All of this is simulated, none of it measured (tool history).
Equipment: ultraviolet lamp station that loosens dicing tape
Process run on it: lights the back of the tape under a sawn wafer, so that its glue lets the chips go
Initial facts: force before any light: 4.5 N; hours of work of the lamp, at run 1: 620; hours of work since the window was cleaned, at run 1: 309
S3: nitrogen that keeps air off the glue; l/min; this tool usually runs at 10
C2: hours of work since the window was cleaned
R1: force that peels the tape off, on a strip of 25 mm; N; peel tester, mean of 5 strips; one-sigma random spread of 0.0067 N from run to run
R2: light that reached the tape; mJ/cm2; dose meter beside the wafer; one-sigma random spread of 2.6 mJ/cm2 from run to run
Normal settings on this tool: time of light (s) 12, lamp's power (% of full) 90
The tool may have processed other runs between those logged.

{"run": 1, "day": 0.0, "time of light (s)": 12, "lamp's power (% of full)": 90, "S3": 10, "hours of work of the lamp": 620, "C2": 309, "R1": 0.463, "R2": 189}
{"run": 2, "day": 0.912, "time of light (s)": 17, "lamp's power (% of full)": 90, "S3": 10, "hours of work of the lamp": 634, "C2": 324, "R1": 0.296, "R2": 270}
{"run": 3, "day": 1.729, "time of light (s)": 12, "lamp's power (% of full)": 90, "S3": 11, "hours of work of the lamp": 647, "C2": 336, "R1": 0.482, "R2": 194}
{"run": 4, "day": 2.758, "time of light (s)": 12, "lamp's power (% of full)": 90, "S3": 11, "hours of work of the lamp": 663, "C2": 352, "R1": 0.481, "R2": 186}
{"run": 5, "day": 3.45, "time of light (s)": 12, "lamp's power (% of full)": 90, "S3": 11, "hours of work of the lamp": 673, "C2": 363, "R1": 0.496, "R2": 181}
{"day": 3.712, "done": "window cleaned of glue's vapour"}
{"run": 6, "day": 4.158, "time of light (s)": 12, "lamp's power (% of full)": 90, "S3": 11, "hours of work of the lamp": 684, "C2": 7, "R1": 0.66, "R2": 158}
{"run": 7, "day": 4.767, "time of light (s)": 12, "lamp's power (% of full)": 90, "S3": 11, "hours of work of the lamp": 693, "C2": 16, "R1": 0.68, "R2": 150}
{"run": 8, "day": 5.562, "time of light (s)": 12, "lamp's power (% of full)": 90, "S3": 11, "hours of work of the lamp": 706, "C2": 29, "R1": 0.678, "R2": 148}
{"run": 9, "day": 6.862, "time of light (s)": 12, "lamp's power (% of full)": 100, "S3": 10, "hours of work of the lamp": 726, "C2": 49, "R1": 0.657, "R2": 155}
{"run": 10, "day": 7.971, "time of light (s)": 12, "lamp's power (% of full)": 100, "S3": 10, "hours of work of the lamp": 743, "C2": 66, "R1": 0.681, "R2": 155}
{"run": 11, "day": 9.162, "time of light (s)": 12, "lamp's power (% of full)": 100, "S3": 10, "hours of work of the lamp": 762, "C2": 84, "R1": 0.726, "R2": 149}
{"day": 9.817, "done": "window cleaned of glue's vapour, once more"}
{"run": 12, "day": 10.179, "time of light (s)": 12, "lamp's power (% of full)": 100, "S3": 10, "hours of work of the lamp": 777, "C2": 6, "R1": 0.376, "R2": 216}
{"run": 13, "day": 11.221, "time of light (s)": 8, "lamp's power (% of full)": 89, "S3": 10, "hours of work of the lamp": 793, "C2": 22, "R1": 0.929, "R2": 121}
{"run": 14, "day": 12.433, "time of light (s)": 22, "lamp's power (% of full)": 65, "S3": 6, "hours of work of the lamp": 812, "C2": 41, "R1": 0.46, "R2": 246}
{"day": 12.888, "done": "lamp changed"}
{"run": 15, "day": 13.454, "time of light (s)": 22, "lamp's power (% of full)": 65, "S3": 6, "hours of work of the lamp": 9, "C2": 56, "R1": 0.215, "R2": 427}
{"run": 16, "day": 14.642, "time of light (s)": 22, "lamp's power (% of full)": 65, "S3": 4, "hours of work of the lamp": 27, "C2": 74, "R1": 0.277, "R2": 421}
{"run": 17, "day": 15.596, "time of light (s)": 22, "lamp's power (% of full)": 65, "S3": 4, "hours of work of the lamp": 42, "C2": 89, "R1": 0.277, "R2": 420}
{"run": 18, "day": 16.862, "time of light (s)": 9, "lamp's power (% of full)": 90, "S3": 10, "hours of work of the lamp": 62, "C2": 109, "R1": 0.347, "R2": 234}
{"run": 19, "day": 17.971, "time of light (s)": 9, "lamp's power (% of full)": 90, "S3": 10, "hours of work of the lamp": 79, "C2": 126, "R1": 0.367, "R2": 230}
{"run": 20, "day": 18.65, "time of light (s)": 7, "lamp's power (% of full)": 67, "S3": 10, "hours of work of the lamp": 89, "C2": 136, "R1": 0.881, "R2": 130}
{"run": 21, "day": 19.529, "time of light (s)": 12, "lamp's power (% of full)": 93, "S3": 3, "hours of work of the lamp": 103, "C2": 150, "R1": 0.533, "R2": 304}
{"run": 22, "day": 20.558, "time of light (s)": 12, "lamp's power (% of full)": 74, "S3": 4, "hours of work of the lamp": 119, "C2": 166, "R1": 0.634, "R2": 238}
{"run": 23, "day": 21.45, "time of light (s)": 14, "lamp's power (% of full)": 93, "S3": 19, "hours of work of the lamp": 133, "C2": 180, "R1": 0.193, "R2": 345}
{"run": 24, "day": 22.312, "time of light (s)": 14, "lamp's power (% of full)": 93, "S3": 19, "hours of work of the lamp": 146, "C2": 193, "R1": 0.19, "R2": 339}

Subtracting, for every run, the result it would have given without the tool's unlogged condition from the measured result gives the following. The same run-to-run variation enters both numbers; the gauge's scatter may not:
Hidden state at play: lamp's light, % of a new lamp's; light that the window lets through, % of a clean one's; drift of the gauge itself on peel_n, %; drift of the gauge itself on dose_mj_cm2, %.
run=1 R1=+0.255 R2=-150
run=2 R1=+0.096 R2=-218
run=3 R1=+0.260 R2=-158
run=4 R1=+0.271 R2=-161
run=5 R1=+0.286 R2=-163
run=6 R1=+0.449 R2=-191
run=7 R1=+0.459 R2=-194
run=8 R1=+0.470 R2=-196
run=9 R1=+0.452 R2=-224
run=10 R1=+0.473 R2=-226
run=11 R1=+0.510 R2=-231
run=12 R1=+0.178 R2=-164
run=13 R1=+0.563 R2=-100
run=14 R1=+0.250 R2=-208
run=15 R1=+0.007 R2=-21
run=16 R1=+0.021 R2=-30
run=17 R1=+0.025 R2=-36
run=18 R1=+0.049 R2=-25
run=19 R1=+0.060 R2=-29
run=20 R1=+0.157 R2=-18
run=21 R1=+0.111 R2=-47
run=22 R1=+0.147 R2=-42
run=23 R1=+0.006 R2=-67
run=24 R1=+0.007 R2=-72
